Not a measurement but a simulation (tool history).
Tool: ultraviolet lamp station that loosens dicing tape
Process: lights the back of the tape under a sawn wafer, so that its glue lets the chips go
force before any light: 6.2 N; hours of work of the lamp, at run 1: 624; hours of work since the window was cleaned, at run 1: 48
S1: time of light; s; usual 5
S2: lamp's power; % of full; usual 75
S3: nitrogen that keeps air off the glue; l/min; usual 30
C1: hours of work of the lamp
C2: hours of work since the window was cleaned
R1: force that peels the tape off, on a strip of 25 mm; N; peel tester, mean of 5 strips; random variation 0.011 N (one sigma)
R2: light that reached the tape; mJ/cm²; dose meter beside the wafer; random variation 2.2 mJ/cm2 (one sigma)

run,hour,S1,S2,S3,C1,C2,R1,R2
1,0.0,5,75,30,624,48,0.701,156
2,35.6,5,75,30,649,73,0.709,153
3,74.5,5,75,30,676,100,0.758,152
4,113.0,5,75,30,702,126,0.764,147
5,153.4,5,75,30,730,154,0.787,144
6,177.7,5,75,30,747,171,0.790,143
7,201.5,5,75,30,763,188,0.826,142
8,246.7,5,75,30,795,219,0.883,142
9,276.2,5,75,30,815,239,0.865,141
10,308.3,5,75,30,837,262,0.891,138
11,336.1,5,75,30,857,281,0.917,138
12,370.6,5,75,30,881,305,0.937,134
13,413.4,5,75,30,910,334,0.957,135
14,450.2,5,75,10,936,360,1.772,132
15,469.6,5,75,10,949,373,1.844,129
16,507.5,5,75,10,975,399,1.725,128
17,550.2,5,75,10,1005,429,1.909,123
18,571.4,5,75,53,1019,444,0.745,124
19,595.0,5,75,53,1036,460,0.757,125
20,619.3,5,75,53,1053,477,0.777,124
21,654.8,5,75,53,1077,501,0.773,124
22,680.1,5,75,10,1095,519,1.926,121
# hour 683.1: window cleaned of glue's vapour
23,700.7,3,99,56,1109,12,1.280,92
24,747.2,4,62,15,1141,44,2.568,74
25,788.3,6,72,30,1169,73,0.978,128
# hour 801.8: window cleaned of glue's vapour, once more
26,824.7,6,81,30,1194,16,0.601,166
# hour 857.9: lamp changed
27,865.6,3,75,30,5,43,1.217,112
28,902.9,10,63,12,31,69,0.346,310
29,930.3,10,63,12,50,88,0.364,309
30,957.1,3,80,42,69,107,0.965,115
31,994.6,3,80,42,95,133,0.955,117
32,1015.2,3,80,42,109,147,0.994,113
33,1037.1,3,96,42,124,162,0.711,138
34,1081.1,3,96,42,154,193,0.752,132
35,1120.6,3,96,16,182,220,1.371,133
36,1167.3,5,75,16,214,252,0.875,171
37,1206.2,5,75,16,241,279,0.904,168
38,1240.5,6,75,38,265,303,0.359,201
39,1286.4,7,74,34,297,335,0.320,230
40,1326.7,7,74,34,324,363,0.309,223
41,1373.7,7,63,34,357,395,0.468,186
42,1409.2,3,75,37,382,420,1.396,96
43,1431.3,2,77,30,397,435,2.361,63
44,1459.2,2,82,14,416,454,2.900,68

3 ways to go on from here, each from the tool as it stands after run 44. What would each give?
A,1484.1,6,75,10,433,472,?,?
B,1484.1,5,75,16,433,472,?,?
C,1484.1,4,75,30,433,472,?,?

run,R1,R2
A,1.070,187
B,1.064,158
C,1.079,124
Without the tool's hidden state the same runs would have given:
run,R1,R2
A,0.728,233
B,0.726,196
C,0.731,154
